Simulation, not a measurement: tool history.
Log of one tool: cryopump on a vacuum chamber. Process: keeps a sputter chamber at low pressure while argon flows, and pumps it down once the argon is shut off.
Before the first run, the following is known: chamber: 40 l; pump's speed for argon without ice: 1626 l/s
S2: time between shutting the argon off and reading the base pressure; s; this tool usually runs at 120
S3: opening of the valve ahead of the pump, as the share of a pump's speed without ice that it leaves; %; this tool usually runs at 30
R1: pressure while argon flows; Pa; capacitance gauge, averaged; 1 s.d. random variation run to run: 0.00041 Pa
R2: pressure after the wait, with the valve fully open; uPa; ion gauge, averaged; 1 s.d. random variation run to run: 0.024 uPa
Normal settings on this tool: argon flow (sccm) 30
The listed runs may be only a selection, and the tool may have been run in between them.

run 1 hour=0.0 | argon_flow_(sccm)=30 S2=120 S3=30 | R1=0.1066 R2=2.71
run 2 hour=8.8 | argon_flow_(sccm)=30 S2=120 S3=30 | R1=0.1072 R2=2.60
run 3 hour=16.5 | argon_flow_(sccm)=30 S2=120 S3=30 | R1=0.1070 R2=2.72
run 4 hour=27.0 | argon_flow_(sccm)=30 S2=120 S3=30 | R1=0.1065 R2=2.67
run 5 hour=41.0 | argon_flow_(sccm)=30 S2=120 S3=30 | R1=0.1063 R2=2.73
run 6 hour=56.0 | argon_flow_(sccm)=30 S2=120 S3=30 | R1=0.1071 R2=2.81
run 7 hour=65.6 | argon_flow_(sccm)=30 S2=120 S3=30 | R1=0.1077 R2=2.76
run 8 hour=74.8 | argon_flow_(sccm)=30 S2=120 S3=30 | R1=0.1073 R2=2.65
run 9 hour=92.2 | argon_flow_(sccm)=30 S2=120 S3=30 | R1=0.1070 R2=2.70
run 10 hour=108.4 | argon_flow_(sccm)=30 S2=221 S3=30 | R1=0.1072 R2=2.39
run 11 hour=116.6 | argon_flow_(sccm)=30 S2=221 S3=30 | R1=0.1074 R2=2.48
run 12 hour=133.3 | argon_flow_(sccm)=30 S2=221 S3=30 | R1=0.1072 R2=2.44
run 13 hour=148.0 | argon_flow_(sccm)=30 S2=221 S3=30 | R1=0.1076 R2=2.52
run 14 hour=161.9 | argon_flow_(sccm)=30 S2=120 S3=30 | R1=0.1074 R2=2.79
run 15 hour=169.9 | argon_flow_(sccm)=30 S2=120 S3=30 | R1=0.1073 R2=2.77
run 16 hour=179.0 | argon_flow_(sccm)=18 S2=120 S3=30 | R1=0.0640 R2=2.81
run 17 hour=194.3 | argon_flow_(sccm)=18 S2=120 S3=30 | R1=0.0647 R2=2.77
run 18 hour=205.9 | argon_flow_(sccm)=25 S2=23 S3=41 | R1=0.0654 R2=5.68
run 19 hour=220.9 | argon_flow_(sccm)=36 S2=120 S3=26 | R1=0.1486 R2=2.85
run 20 hour=233.1 | argon_flow_(sccm)=36 S2=120 S3=26 | R1=0.1480 R2=2.79
run 21 hour=250.5 | argon_flow_(sccm)=27 S2=124 S3=26 | R1=0.1117 R2=2.92
-- hour=256.1 leaking fittings of the chamber tightened, without venting
run 22 hour=260.0 | argon_flow_(sccm)=39 S2=124 S3=26 | R1=0.1614 R2=0.87
run 23 hour=268.8 | argon_flow_(sccm)=25 S2=83 S3=29 | R1=0.0923 R2=1.24
run 24 hour=281.5 | argon_flow_(sccm)=32 S2=140 S3=25 | R1=0.1366 R2=0.75
run 25 hour=289.2 | argon_flow_(sccm)=32 S2=140 S3=25 | R1=0.1375 R2=0.80
run 26 hour=302.6 | argon_flow_(sccm)=56 S2=176 S3=39 | R1=0.1565 R2=0.68

What will run 27 give?
run 27 hour=317.8 | argon_flow_(sccm)=39 S2=92 S3=54 | R1=? R2=?

{"run 27": {"R1": 0.0799, "R2": 1.14}}
With the hidden condition absent and the run-to-run variation left alone, this run would have shown R1 0.0745 Pa, R2 1.07 uPa.
